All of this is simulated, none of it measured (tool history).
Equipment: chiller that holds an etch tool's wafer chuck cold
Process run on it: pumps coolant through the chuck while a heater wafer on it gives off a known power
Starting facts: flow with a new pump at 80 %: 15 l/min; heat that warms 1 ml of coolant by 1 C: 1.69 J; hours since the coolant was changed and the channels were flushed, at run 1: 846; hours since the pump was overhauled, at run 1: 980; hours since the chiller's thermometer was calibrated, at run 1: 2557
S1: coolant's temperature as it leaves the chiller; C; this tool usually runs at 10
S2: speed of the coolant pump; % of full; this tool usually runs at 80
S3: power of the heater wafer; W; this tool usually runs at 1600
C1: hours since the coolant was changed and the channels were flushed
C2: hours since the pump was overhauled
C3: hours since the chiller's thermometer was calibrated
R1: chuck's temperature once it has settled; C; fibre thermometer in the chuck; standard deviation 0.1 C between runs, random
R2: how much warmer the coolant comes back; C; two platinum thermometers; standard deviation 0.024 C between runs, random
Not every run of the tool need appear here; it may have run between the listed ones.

| run | hour | S1 | S2 | S3 | C1 | C2 | C3 | R1 | R2 |
|---|---|---|---|---|---|---|---|---|---|
| 1 | 0 | 10 | 80 | 1600 | 846 | 980 | 2557 | 19.4 | 3.81 |
| 2 | 15.1 | 10 | 92 | 1600 | 861 | 995 | 2572 | 18.5 | 3.3 |
| 3 | 43.6 | 10 | 92 | 1600 | 890 | 1024 | 2601 | 18.4 | 3.28 |
| 4 | 65.9 | 10 | 92 | 1600 | 912 | 1046 | 2623 | 18.5 | 3.23 |
| 5 | 86.2 | 10 | 92 | 1600 | 932 | 1066 | 2643 | 18.4 | 3.22 |
| 6 | 117.1 | 10 | 92 | 1600 | 963 | 1097 | 2674 | 18.5 | 3.24 |
| 7 | 139.2 | 10 | 92 | 1600 | 985 | 1119 | 2696 | 18.4 | 3.24 |
| 8 | 160.2 | 10 | 92 | 1600 | 1006 | 1140 | 2717 | 18.3 | 3.24 |
| 9 | 175.5 | 10 | 61 | 1441 | 1022 | 1155 | 2733 | 20.9 | 4.47 |
| 10 | 202.9 | 10 | 61 | 1441 | 1049 | 1183 | 2760 | 20.9 | 4.5 |
| 11 | 229.2 | 16 | 89 | 898 | 1075 | 1209 | 2786 | 20.7 | 1.81 |
| 12 | 249.2 | 16 | 89 | 898 | 1095 | 1229 | 2806 | 20.7 | 1.81 |
| 13 | 277.7 | 16 | 92 | 2256 | 1124 | 1258 | 2835 | 27.8 | 4.54 |
| 14 | 302.8 | 16 | 92 | 2256 | 1149 | 1283 | 2860 | 27.6 | 4.52 |
| 15 | 332.6 | 19 | 89 | 2256 | 1179 | 1312 | 2890 | 31.1 | 4.67 |

Difference, measured minus no-hidden-state, one row per run. Run-to-run variation is common to both terms; the gauge's own scatter need not be:
Hidden state at play: heat passed by the chuck's channels, % of clean ones'; flow at a given pump speed, % of a new pump's; coolant's true temperature over the reading, C; drift of the gauge itself on chuck_c, C; drift of the gauge itself on warmer_back_c, C.
| run | R2 |
|---|---|
| 1 | +0 |
| 2 | +0 |
| 3 | -0.02 |
| 4 | -0.03 |
| 5 | -0.03 |
| 6 | -0.05 |
| 7 | -0.06 |
| 8 | -0.07 |
| 9 | -0.08 |
| 10 | -0.09 |
| 11 | -0.1 |
| 12 | -0.11 |
| 13 | -0.12 |
| 14 | -0.13 |
| 15 | -0.15 |
R1: within 0.1 C of the measured result in every run.
